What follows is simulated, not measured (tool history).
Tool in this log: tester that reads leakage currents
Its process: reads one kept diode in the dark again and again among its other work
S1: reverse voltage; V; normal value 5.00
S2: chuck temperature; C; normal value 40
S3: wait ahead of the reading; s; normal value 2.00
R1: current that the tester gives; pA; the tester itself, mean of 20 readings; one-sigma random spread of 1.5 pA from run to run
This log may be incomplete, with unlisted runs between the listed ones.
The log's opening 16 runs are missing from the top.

run      day     S1  S2    S3       R1
 17   72.175   5.00  26  2.00   190.68
      74.971  -- chuck's temperature calibrated
 18   77.883   5.00  26  2.00   170.52
 19   81.738   5.00  40  6.01   516.93
 20   85.438   5.00  50  2.00  1104.53
 21   89.896   5.00  50  2.00  1108.20
      92.250  -- probe card cleaned and baked
 22   95.779   5.00  38  0.79   437.50
 23   98.392   1.64  59  4.97  1340.09
 24  104.725   6.47  59  1.23  2368.86
 25  110.475   5.00  40  4.64   521.49
 26  113.612   6.91  45  2.50   876.17
 27  119.358   1.06  36  2.00   202.34
 28  124.788  12.57  47  0.36  1322.11
 29  127.896  19.48  26  3.62   298.35
 30  130.875   8.90  40  1.63   671.12
 31  134.138  13.55  40  2.03   800.60
 32  140.117   4.88  29  1.23   218.35
 33  145.442   4.88  56  0.82  1763.08
 34  150.896   4.88  56  0.82  1770.86
 35  156.400   7.37  24  2.00   174.90
 36  162.525  10.27  24  3.73   202.82
 37  167.567   5.00  24  2.00   151.08
 38  173.625   2.64  53  3.31  1141.86
 39  177.467   1.38  23  0.73    82.15
 40  181.579   1.38  23  0.73    81.73
 41  186.012   1.38  23  0.73    82.50

Below are 3 alternative next runs, each starting from the tool's condition after run 41. Predict each:
  A  190.188  5.00  40  2.18   ?
  B  190.188  7.11  40  2.00   ?
  C  190.188  3.90  25  0.79   ?

run      R1
  A  563.92
  B  652.33
  C  152.91
Without the tool's unlogged condition, the same runs would have read:
run      R1
  A  499.29
  B  576.09
  C  131.39
